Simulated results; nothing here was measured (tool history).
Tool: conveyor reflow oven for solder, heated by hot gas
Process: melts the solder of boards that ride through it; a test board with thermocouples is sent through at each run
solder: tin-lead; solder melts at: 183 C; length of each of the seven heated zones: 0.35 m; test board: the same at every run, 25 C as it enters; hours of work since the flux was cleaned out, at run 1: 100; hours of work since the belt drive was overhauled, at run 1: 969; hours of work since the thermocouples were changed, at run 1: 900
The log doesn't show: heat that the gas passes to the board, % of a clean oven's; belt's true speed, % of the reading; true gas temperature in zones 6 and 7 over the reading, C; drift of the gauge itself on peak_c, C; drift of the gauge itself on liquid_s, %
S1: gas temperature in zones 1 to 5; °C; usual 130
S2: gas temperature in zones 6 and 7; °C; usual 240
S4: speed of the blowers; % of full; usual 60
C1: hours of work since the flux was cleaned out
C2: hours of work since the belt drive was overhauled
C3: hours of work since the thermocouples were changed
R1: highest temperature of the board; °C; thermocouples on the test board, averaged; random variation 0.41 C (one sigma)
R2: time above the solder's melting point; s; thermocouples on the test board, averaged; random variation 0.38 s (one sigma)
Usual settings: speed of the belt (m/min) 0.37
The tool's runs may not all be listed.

run 1 hour=0 | S1=130 S2=240 speed_of_the_belt_(m/min)=0.37 S4=60 | C1=100 C2=969 C3=900 | R1=222.6 R2=89.2
run 2 hour=43.9 | S1=130 S2=240 speed_of_the_belt_(m/min)=0.37 S4=60 | C1=128 C2=996 C3=928 | R1=221.9 R2=88.2
run 3 hour=86.8 | S1=130 S2=240 speed_of_the_belt_(m/min)=0.37 S4=60 | C1=155 C2=1024 C3=956 | R1=221.8 R2=88.7
run 4 hour=145.5 | S1=130 S2=240 speed_of_the_belt_(m/min)=0.324 S4=60 | C1=193 C2=1061 C3=993 | R1=225.3 R2=106.6
run 5 hour=188.8 | S1=130 S2=240 speed_of_the_belt_(m/min)=0.324 S4=60 | C1=220 C2=1089 C3=1021 | R1=224.8 R2=106.2
run 6 hour=230.4 | S1=130 S2=243 speed_of_the_belt_(m/min)=0.37 S4=60 | C1=247 C2=1115 C3=1047 | R1=224.5 R2=91.2
-- hour=261.6 flux residue cleaned out of gas plates and filters
run 7 hour=269.9 | S1=130 S2=243 speed_of_the_belt_(m/min)=0.37 S4=60 | C1=5 C2=1137 C3=1069 | R1=223.5 R2=89.7
run 8 hour=337.6 | S1=130 S2=243 speed_of_the_belt_(m/min)=0.411 S4=60 | C1=48 C2=1180 C3=1112 | R1=219.2 R2=75.6
-- hour=347.9 belt drive overhauled, speed set with a stopwatch
run 9 hour=381.4 | S1=130 S2=243 speed_of_the_belt_(m/min)=0.411 S4=60 | C1=74 C2=21 C3=1138 | R1=218.7 R2=74
run 10 hour=422 | S1=134 S2=243 speed_of_the_belt_(m/min)=0.411 S4=60 | C1=100 C2=47 C3=1164 | R1=219.3 R2=75.9
run 11 hour=474.4 | S1=134 S2=243 speed_of_the_belt_(m/min)=0.411 S4=60 | C1=133 C2=81 C3=1197 | R1=219 R2=75.2
run 12 hour=525.3 | S1=130 S2=240 speed_of_the_belt_(m/min)=0.37 S4=60 | C1=165 C2=113 C3=1229 | R1=219.5 R2=82.9
-- hour=562.5 thermocouples of zones 6 and 7 changed
run 13 hour=564.3 | S1=130 S2=240 speed_of_the_belt_(m/min)=0.37 S4=60 | C1=189 C2=137 C3=1 | R1=222.1 R2=86.1
run 14 hour=626.8 | S1=130 S2=240 speed_of_the_belt_(m/min)=0.37 S4=60 | C1=229 C2=176 C3=41 | R1=221.6 R2=86.4
-- hour=674.9 flux residue cleaned out of gas plates and filters, once more
run 15 hour=682.6 | S1=130 S2=240 speed_of_the_belt_(m/min)=0.37 S4=60 | C1=5 C2=209 C3=73 | R1=224.9 R2=89.6
run 16 hour=734.2 | S1=130 S2=240 speed_of_the_belt_(m/min)=0.37 S4=76 | C1=38 C2=242 C3=106 | R1=227.4 R2=93.1
run 17 hour=785.5 | S1=128 S2=248 speed_of_the_belt_(m/min)=0.394 S4=52 | C1=70 C2=274 C3=139 | R1=226.9 R2=84.7
run 18 hour=814.8 | S1=128 S2=246 speed_of_the_belt_(m/min)=0.395 S4=59 | C1=89 C2=293 C3=158 | R1=227.2 R2=85.3
run 19 hour=878.9 | S1=128 S2=246 speed_of_the_belt_(m/min)=0.395 S4=59 | C1=130 C2=334 C3=198 | R1=226.4 R2=83.9
run 20 hour=923.3 | S1=127 S2=229 speed_of_the_belt_(m/min)=0.356 S4=54 | C1=158 C2=362 C3=227 | R1=213.2 R2=78.9
run 21 hour=960.2 | S1=118 S2=228 speed_of_the_belt_(m/min)=0.429 S4=69 | C1=182 C2=386 C3=250 | R1=207.2 R2=54.6
run 22 hour=1003.5 | S1=118 S2=228 speed_of_the_belt_(m/min)=0.429 S4=69 | C1=209 C2=413 C3=278 | R1=207.2 R2=53.9
run 23 hour=1053.7 | S1=130 S2=252 speed_of_the_belt_(m/min)=0.348 S4=60 | C1=241 C2=445 C3=310 | R1=236.7 R2=106.1
-- hour=1091.6 flux residue cleaned out of gas plates and filters
run 24 hour=1117.6 | S1=130 S2=252 speed_of_the_belt_(m/min)=0.348 S4=60 | C1=17 C2=483 C3=347 | R1=236.7 R2=106.2
run 25 hour=1170 | S1=130 S2=252 speed_of_the_belt_(m/min)=0.348 S4=53 | C1=50 C2=516 C3=381 | R1=235 R2=105.4
run 26 hour=1236.7 | S1=130 S2=245 speed_of_the_belt_(m/min)=0.37 S4=77 | C1=92 C2=559 C3=423 | R1=231.4 R2=96.3
run 27 hour=1292.6 | S1=130 S2=240 speed_of_the_belt_(m/min)=0.37 S4=77 | C1=128 C2=594 C3=459 | R1=225.7 R2=92.4
run 28 hour=1333.2 | S1=130 S2=240 speed_of_the_belt_(m/min)=0.37 S4=77 | C1=154 C2=620 C3=485 | R1=226 R2=92.1
run 29 hour=1381.2 | S1=130 S2=240 speed_of_the_belt_(m/min)=0.37 S4=77 | C1=185 C2=651 C3=515 | R1=226.5 R2=92.3
run 30 hour=1432.3 | S1=141 S2=240 speed_of_the_belt_(m/min)=0.37 S4=77 | C1=217 C2=683 C3=548 | R1=227.7 R2=98.9

Forecast each of these 4 alternatives for the next run:
run A hour=1495.1 | S1=118 S2=235 speed_of_the_belt_(m/min)=0.37 S4=80 | C1=257 C2=723 C3=588 | R1=? R2=?
run B hour=1495.1 | S1=130 S2=240 speed_of_the_belt_(m/min)=0.365 S4=60 | C1=257 C2=723 C3=588 | R1=? R2=?
run C hour=1495.1 | S1=117 S2=230 speed_of_the_belt_(m/min)=0.358 S4=77 | C1=257 C2=723 C3=588 | R1=? R2=?
run D hour=1495.1 | S1=132 S2=254 speed_of_the_belt_(m/min)=0.37 S4=78 | C1=257 C2=723 C3=588 | R1=? R2=?

run=A R1=219.9 R2=81.2
run=B R1=222.5 R2=90.4
run=C R1=216 R2=80.2
run=D R1=238.9 R2=104
Without the tool's hidden state the same runs would have given:
run=A R1=222.4 R2=82.9
run=B R1=224.7 R2=91.6
run=C R1=218.4 R2=82.3
run=D R1=241.4 R2=104.3

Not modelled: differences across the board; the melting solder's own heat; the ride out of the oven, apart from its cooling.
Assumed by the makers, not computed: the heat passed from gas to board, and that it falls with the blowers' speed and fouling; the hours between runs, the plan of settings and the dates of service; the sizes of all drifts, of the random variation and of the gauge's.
